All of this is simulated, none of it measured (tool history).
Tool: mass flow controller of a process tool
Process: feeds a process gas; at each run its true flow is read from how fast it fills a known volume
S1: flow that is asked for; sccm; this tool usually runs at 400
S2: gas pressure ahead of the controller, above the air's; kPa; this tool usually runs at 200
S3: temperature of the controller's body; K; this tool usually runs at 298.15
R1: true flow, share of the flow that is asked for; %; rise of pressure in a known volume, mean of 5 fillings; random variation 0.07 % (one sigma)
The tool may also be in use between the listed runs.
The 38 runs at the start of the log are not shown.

{"run": 39, "hour": 14188.2, "S1": 761, "S2": 200, "S3": 298.15, "R1": 100.97}
{"run": 40, "hour": 14546.8, "S1": 116, "S2": 145, "S3": 309.15, "R1": 102.49}
{"run": 41, "hour": 14769.6, "S1": 116, "S2": 145, "S3": 309.15, "R1": 102.58}
{"run": 42, "hour": 15120.2, "S1": 116, "S2": 145, "S3": 309.15, "R1": 103.02}
{"run": 43, "hour": 15385.2, "S1": 116, "S2": 145, "S3": 309.15, "R1": 103.23}
{"run": 44, "hour": 15679.1, "S1": 696, "S2": 166, "S3": 300.15, "R1": 101.45}
{"run": 45, "hour": 15956.1, "S1": 997, "S2": 262, "S3": 300.15, "R1": 102.19}
{"run": 46, "hour": 16237.6, "S1": 997, "S2": 262, "S3": 300.15, "R1": 102.09}
{"run": 47, "hour": 16493.1, "S1": 997, "S2": 262, "S3": 300.15, "R1": 102.28}

What if the next run were any one of these 3? Each begins from the tool's condition after run 47:
{"run": "A", "hour": 16857.8, "S1": 400, "S2": 200, "S3": 301.15, "R1": "?"}
{"run": "B", "hour": 16857.8, "S1": 297, "S2": 262, "S3": 296.15, "R1": "?"}
{"run": "C", "hour": 16857.8, "S1": 268, "S2": 262, "S3": 295.15, "R1": "?"}

run=A R1=101.56
run=B R1=101.59
run=C R1=101.82
Had the tool no hidden state, the same runs would have come out as:
run=A R1=98.29
run=B R1=97.83
run=C R1=97.85
